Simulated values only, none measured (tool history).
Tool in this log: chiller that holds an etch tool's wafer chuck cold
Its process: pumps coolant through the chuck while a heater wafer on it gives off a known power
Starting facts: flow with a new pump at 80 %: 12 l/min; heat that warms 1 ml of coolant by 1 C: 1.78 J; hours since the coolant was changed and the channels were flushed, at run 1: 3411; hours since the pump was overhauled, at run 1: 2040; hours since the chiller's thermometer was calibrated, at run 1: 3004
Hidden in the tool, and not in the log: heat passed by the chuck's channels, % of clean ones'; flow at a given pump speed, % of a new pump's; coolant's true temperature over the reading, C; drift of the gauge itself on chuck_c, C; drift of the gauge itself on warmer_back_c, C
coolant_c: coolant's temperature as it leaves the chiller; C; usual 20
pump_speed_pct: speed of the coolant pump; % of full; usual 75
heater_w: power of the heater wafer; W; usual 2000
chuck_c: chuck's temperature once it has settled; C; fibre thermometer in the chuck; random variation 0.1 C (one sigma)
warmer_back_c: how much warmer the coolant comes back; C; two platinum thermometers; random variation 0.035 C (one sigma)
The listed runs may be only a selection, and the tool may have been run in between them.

run    hour  coolant_c  pump_speed_pct  heater_w  hours since the coolant was changed and the channels were flushed  hours since the pump was overhauled  hours since the chiller's thermometer was calibrated  chuck_c  warmer_back_c
  1     0.0         20              75      2000                                                               3411                                 2040                                                  3004     45.7           6.02
  2    37.1         20              75      2000                                                               3448                                 2077                                                  3041     45.7           6.10
  3    87.4         20              75      2000                                                               3498                                 2127                                                  3091     45.7           6.05
  4   124.8         20              75      2000                                                               3535                                 2165                                                  3129     45.7           6.06
  5   163.1         20              75      2000                                                               3574                                 2203                                                  3167     45.8           6.00
  6   192.1         20              75      2000                                                               3603                                 2232                                                  3196     45.8           5.98
  7   218.2         20              75      2000                                                               3629                                 2258                                                  3222     45.8           6.07
  8   242.5         20              75      2000                                                               3653                                 2282                                                  3246     45.8           6.01
  9   274.5         20              75      2000                                                               3685                                 2314                                                  3278     45.7           6.05
 10   322.0         20              75      2000                                                               3733                                 2362                                                  3326     45.9           6.01
 11   354.4         20              75      2000                                                               3765                                 2394                                                  3358     45.5           6.02
 12   400.1         20              75      2000                                                               3811                                 2440                                                  3404     45.7           6.03
      442.9  -- chiller's thermometer calibrated
 13   448.8         20              75      2000                                                               3858                                 2488                                                     6     45.7           6.04
 14   500.0         20              75      2000                                                               3909                                 2539                                                    57     45.5           6.02
 15   549.1         20              75      2000                                                               3959                                 2588                                                   106     45.6           6.04
 16   590.6         20              75      2287                                                               4000                                 2630                                                   148     49.3           6.89
 17   629.2         25              75      1912                                                               4039                                 2668                                                   186     49.7           5.73
 18   650.0         28              65      1912                                                               4060                                 2689                                                   207     55.6           6.88
 19   684.1         28              65      1912                                                               4094                                 2723                                                   241     55.5           6.82
 20   709.6         28              62      1138                                                               4119                                 2748                                                   267     44.9           4.29
 21   744.1         28              62      1138                                                               4154                                 2783                                                   301     45.0           4.26
 22   780.5         28              62      1138                                                               4190                                 2819                                                   338     44.9           4.26
 23   830.7         20              75      1137                                                               4240                                 2870                                                   388     34.8           3.43
 24   855.8         23              77      2343                                                               4265                                 2895                                                   413     52.5           6.89
 25   895.6         23              77      2343                                                               4305                                 2934                                                   453     52.5           6.88
 26   921.8         13              89      2000                                                               4331                                 2961                                                   479     35.6           4.98
 27   963.8         20              72      1473                                                               4373                                 3003                                                   521     39.6           4.68
 28  1007.2         20              72      1473                                                               4417                                 3046                                                   564     39.4           4.67
 29  1028.9         20              72      1473                                                               4438                                 3068                                                   586     39.7           4.64
 30  1064.6         19              75      2000                                                               4474                                 3103                                                   622     44.6           6.05
 31  1093.8         28              67      2495                                                               4503                                 3133                                                   651     62.9           8.53

Branching from run 31: 4 alternative next runs. What would each branch give?
  A  1131.9         12              76      2495                                                               4541                                 3171                                                   689        ?              ?
  B  1131.9         23              67      1943                                                               4541                                 3171                                                   689        ?              ?
  C  1131.9         25              73      1560                                                               4541                                 3171                                                   689        ?              ?
  D  1131.9         28              76      2495                                                               4541                                 3171                                                   689        ?              ?

run  chuck_c  warmer_back_c
  A     43.7           7.36
  B     50.2           6.68
  C     45.6           4.86
  D     59.8           7.43
Stripped of hidden state, with their random variation kept, the same runs would have yielded:
run  chuck_c  warmer_back_c
  A     43.6           7.35
  B     50.2           6.68
  C     45.5           4.86
  D     59.8           7.43
